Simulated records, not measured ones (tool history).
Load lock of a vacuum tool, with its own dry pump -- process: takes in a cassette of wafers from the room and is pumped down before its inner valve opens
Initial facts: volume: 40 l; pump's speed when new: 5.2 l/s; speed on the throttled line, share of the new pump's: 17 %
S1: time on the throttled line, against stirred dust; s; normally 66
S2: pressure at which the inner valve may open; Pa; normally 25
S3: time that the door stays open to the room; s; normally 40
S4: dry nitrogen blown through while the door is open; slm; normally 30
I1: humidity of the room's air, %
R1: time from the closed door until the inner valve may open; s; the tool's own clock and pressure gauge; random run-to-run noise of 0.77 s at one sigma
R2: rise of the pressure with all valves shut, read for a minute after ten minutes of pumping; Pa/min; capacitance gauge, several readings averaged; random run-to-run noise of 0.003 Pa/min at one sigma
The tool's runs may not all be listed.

| run | hour | S1 | S2 | S3 | S4 | I1 | R1 | R2 |
|---|---|---|---|---|---|---|---|---|
| 1 | 0 | 66 | 25 | 40 | 30 | 46.1 | 121.5 | 0.273 |
| 2 | 71.3 | 66 | 25 | 40 | 5 | 45.2 | 119.6 | 0.301 |
| 3 | 142.7 | 66 | 25 | 40 | 5 | 43.9 | 121.3 | 0.303 |
| 4 | 240.7 | 66 | 25 | 40 | 5 | 43.4 | 120.8 | 0.312 |
| 5 | 316.5 | 66 | 25 | 40 | 40 | 44 | 120 | 0.29 |
| 6 | 406.5 | 66 | 25 | 40 | 40 | 44.6 | 120.3 | 0.295 |
| 7 | 464.6 | 66 | 25 | 40 | 30 | 45.7 | 119.9 | 0.308 |
| 8 | 546 | 66 | 25 | 40 | 30 | 41.1 | 120.7 | 0.3 |
| 9 | 626.2 | 66 | 25 | 40 | 30 | 41.6 | 121.8 | 0.307 |
| 10 | 682.4 | 66 | 25 | 40 | 30 | 45.5 | 121.4 | 0.326 |
| 11 | 731.4 | 66 | 25 | 202 | 30 | 45 | 119.3 | 0.346 |
| 12 | 818.6 | 66 | 25 | 202 | 30 | 47.5 | 120.7 | 0.363 |
| 13 | 887 | 66 | 25 | 131 | 30 | 45.9 | 121 | 0.354 |
| 14 | 969.5 | 66 | 25 | 131 | 30 | 44.3 | 120.5 | 0.366 |
| 15 | 1028.4 | 66 | 25 | 131 | 30 | 43.8 | 121.5 | 0.359 |
| 16 | 1125.3 | 66 | 25 | 131 | 30 | 46.4 | 121.3 | 0.373 |
| 17 | 1213.5 | 66 | 25 | 131 | 30 | 41.6 | 120.8 | 0.369 |
| 18 | 1275.5 | 66 | 25 | 67 | 30 | 42.5 | 121.7 | 0.363 |
| 19 | 1371.4 | 34 | 25 | 40 | 6 | 45.7 | 94.5 | 0.392 |
| 20 | 1439.8 | 66 | 25 | 40 | 23 | 47.2 | 121.3 | 0.382 |
| 21 | 1534.2 | 66 | 24 | 40 | 23 | 44.6 | 122.5 | 0.394 |
| 22 | 1609.9 | 47 | 40 | 48 | 40 | 44.3 | 102.7 | 0.392 |
| 23 | 1698.6 | 47 | 40 | 48 | 40 | 40 | 101.5 | 0.383 |
| 24 | 1761.9 | 47 | 40 | 48 | 40 | 46.1 | 101.4 | 0.399 |
| 25 | 1858.3 | 47 | 40 | 48 | 31 | 45.2 | 100.8 | 0.409 |
| 26 | 1966.4 | 47 | 22 | 48 | 15 | 45.9 | 106.6 | 0.436 |
| 27 | 2081.7 | 46 | 22 | 48 | 15 | 46.7 | 105.6 | 0.445 |
| 28 | 2173.3 | 46 | 22 | 48 | 15 | 44.3 | 105.9 | 0.45 |
| 29 | 2277.3 | 50 | 24 | 40 | 23 | 50.6 | 108.3 | 0.456 |
| 30 | 2331.8 | 50 | 33 | 50 | 23 | 43.6 | 105.9 | 0.455 |
| 31 | 2401.9 | 66 | 20 | 109 | 30 | 43.2 | 123.1 | 0.468 |
| 32 | 2500.8 | 111 | 25 | 77 | 5 | 45.4 | 159 | 0.503 |
| 33 | 2592 | 111 | 25 | 40 | 7 | 43.7 | 157.5 | 0.484 |
| 34 | 2654.3 | 111 | 25 | 40 | 7 | 45.9 | 157.8 | 0.498 |
| 35 | 2764 | 111 | 25 | 40 | 19 | 44.6 | 159.5 | 0.481 |
| 36 | 2826.7 | 38 | 32 | 53 | 8 | 42 | 97.4 | 0.507 |

4 ways to go on from here, each from the tool as it stands after run 36. What would each give?
| A | 2925.6 | 110 | 38 | 53 | 44 | 46.4 | ? | ? |
| B | 2925.6 | 66 | 25 | 40 | 42 | 44.7 | ? | ? |
| C | 2925.6 | 54 | 25 | 112 | 31 | 45.7 | ? | ? |
| D | 2925.6 | 50 | 24 | 185 | 30 | 45.8 | ? | ? |

| run | R1 | R2 |
|---|---|---|
| A | 153.3 | 0.491 |
| B | 122.1 | 0.496 |
| C | 113.2 | 0.52 |
| D | 108.6 | 0.517 |
The same runs, with their run-to-run variation unchanged, on a tool lacking any hidden condition would have given:
| run | R1 | R2 |
|---|---|---|
| A | 151.2 | 0.038 |
| B | 119.4 | 0.039 |
| C | 110.2 | 0.063 |
| D | 105.7 | 0.072 |
